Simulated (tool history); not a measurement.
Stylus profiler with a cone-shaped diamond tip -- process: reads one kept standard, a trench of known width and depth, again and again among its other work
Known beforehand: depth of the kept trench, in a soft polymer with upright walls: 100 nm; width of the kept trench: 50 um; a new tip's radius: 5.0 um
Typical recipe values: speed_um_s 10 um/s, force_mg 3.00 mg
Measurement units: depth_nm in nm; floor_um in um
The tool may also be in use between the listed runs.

| run | hour | speed_um_s | force_mg | depth_nm | floor_um |
|---|---|---|---|---|---|
| 1 | 0.0 | 10 | 3.00 | 101.79 | 47.93 |
| 2 | 79.6 | 10 | 3.00 | 101.78 | 47.87 |
| 3 | 193.3 | 17 | 3.00 | 101.75 | 47.83 |
| 4 | 254.8 | 10 | 3.00 | 101.76 | 47.86 |
| 5 | 320.8 | 10 | 3.00 | 101.79 | 47.84 |
| 6 | 392.1 | 10 | 1.56 | 101.10 | 47.76 |
|  | 400.3 | height scale calibrated on a step standard |
| 7 | 483.6 | 10 | 3.00 | 101.75 | 47.77 |
| 8 | 628.2 | 10 | 3.00 | 101.70 | 47.74 |
|  | 638.9 | height scale calibrated on a step standard, once more |
| 9 | 771.0 | 18 | 2.86 | 101.82 | 47.65 |
| 10 | 856.7 | 18 | 1.87 | 101.38 | 47.60 |
| 11 | 951.2 | 18 | 1.87 | 101.36 | 47.63 |
| 12 | 1023.1 | 2 | 3.08 | 101.88 | 47.69 |
| 13 | 1151.2 | 5 | 3.38 | 101.94 | 47.68 |

5 ways to go on from here, each from the tool as it stands after run 13. What would each give?
| A | 1228.5 | 27 | 3.00 | ? | ? |
| B | 1228.5 | 20 | 7.01 | ? | ? |
| C | 1228.5 | 4 | 7.07 | ? | ? |
| D | 1228.5 | 4 | 1.05 | ? | ? |
| E | 1228.5 | 37 | 1.31 | ? | ? |

| run | depth_nm | floor_um |
|---|---|---|
| A | 101.79 | 47.53 |
| B | 103.21 | 47.56 |
| C | 103.22 | 47.63 |
| D | 100.90 | 47.61 |
| E | 101.05 | 47.25 |
What these runs would have given with no unlogged condition in the tool:
| run | depth_nm | floor_um |
|---|---|---|
| A | 101.80 | 47.89 |
| B | 103.22 | 47.92 |
| C | 103.22 | 47.99 |
| D | 100.90 | 47.97 |
| E | 101.05 | 47.61 |
